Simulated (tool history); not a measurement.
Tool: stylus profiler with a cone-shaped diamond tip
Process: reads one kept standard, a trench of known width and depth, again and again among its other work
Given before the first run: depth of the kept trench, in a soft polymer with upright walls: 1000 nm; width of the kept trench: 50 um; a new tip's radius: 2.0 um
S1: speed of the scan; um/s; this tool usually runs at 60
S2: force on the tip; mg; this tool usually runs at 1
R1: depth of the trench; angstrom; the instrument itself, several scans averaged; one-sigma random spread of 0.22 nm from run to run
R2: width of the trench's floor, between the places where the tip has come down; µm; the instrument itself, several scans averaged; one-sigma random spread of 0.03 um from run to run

Run 1, hour 0: usual settings. Result: R1 10107.2 angstrom, R2 44.52 µm.
Run 2, hour 38.4: usual settings. Result: R1 10103 angstrom, R2 44.55 µm.
Run 3, hour 100.3: usual settings but S1 71 um/s. Result: R1 10107.9 angstrom, R2 44.39 µm.
Run 4, hour 136.2: usual settings but S1 71 um/s. Result: R1 10107 angstrom, R2 44.41 µm.
Run 5, hour 190.6: usual settings but S1 16 um/s. Result: R1 10104.4 angstrom, R2 44.6 µm.
Run 6, hour 237: usual settings but S1 16 um/s. Result: R1 10104.7 angstrom, R2 44.56 µm.
Run 7, hour 306.1: usual settings but S1 101 um/s. Result: R1 10111.9 angstrom, R2 44.23 µm.
Run 8, hour 384.6: usual settings but S1 40 um/s. Result: R1 10114.9 angstrom, R2 44.4 µm.
Run 9, hour 431.9: usual settings but S1 40 um/s. Result: R1 10110.5 angstrom, R2 44.35 µm.
Run 10, hour 500.2: usual settings but S1 40 um/s. Result: R1 10114.1 angstrom, R2 44.32 µm.
At hour 524.9: height scale calibrated on a step standard.
Run 11, hour 566.5: usual settings but S1 40 um/s. Result: R1 10063.1 angstrom, R2 44.29 µm.
Run 12, hour 609.9: usual settings but S1 19 um/s, S2 0.95 mg. Result: R1 10057.5 angstrom, R2 44.34 µm.
Run 13, hour 666.9: usual settings but S1 19 um/s, S2 0.95 mg. Result: R1 10062.2 angstrom, R2 44.35 µm.
Run 14, hour 724: usual settings but S2 1.64 mg. Result: R1 10087.2 angstrom, R2 44.18 µm.
Run 15, hour 800.3: usual settings but S1 161 um/s. Result: R1 10063.4 angstrom, R2 43.69 µm.
Run 16, hour 873.4: usual settings but S1 21 um/s, S2 1.48 mg. Result: R1 10082.7 angstrom, R2 44.23 µm.
Run 17, hour 926: usual settings but S1 21 um/s, S2 1.48 mg. Result: R1 10084.3 angstrom, R2 44.2 µm.
Run 18, hour 1008.2: usual settings but S1 21 um/s, S2 1.48 mg. Result: R1 10086.8 angstrom, R2 44.16 µm.
Run 19, hour 1080.1: usual settings but S1 35 um/s, S2 0.51 mg. Result: R1 10048.6 angstrom, R2 44.07 µm.
Run 20, hour 1122.8: usual settings but S1 17 um/s, S2 1.15 mg. Result: R1 10073.3 angstrom, R2 44.1 µm.
Run 21, hour 1177.5: usual settings but S1 34 um/s, S2 1.15 mg. Result: R1 10075.8 angstrom, R2 43.98 µm.
Run 22, hour 1230.6: usual settings but S1 31 um/s, S2 0.97 mg. Result: R1 10071.9 angstrom, R2 44.01 µm.

3 ways to go on from here, each from the tool as it stands after run 22. What would each give?
Run A, hour 1303.4: usual settings but S1 121 um/s, S2 0.37 mg. Result: R1 ?, R2 ?.
Run B, hour 1303.4: usual settings but S1 121 um/s, S2 1.45 mg. Result: R1 ?, R2 ?.
Run C, hour 1303.4: usual settings but S1 105 um/s, S2 0.67 mg. Result: R1 ?, R2 ?.

run       R1     R2
  A    10043  43.25
  B  10090.6  43.67
  C  10063.1  43.55
Had the tool no hidden state, the same runs would have come out as:
run       R1     R2
  A  10029.8   45.7
  B  10077.3  46.12
  C  10049.8     46
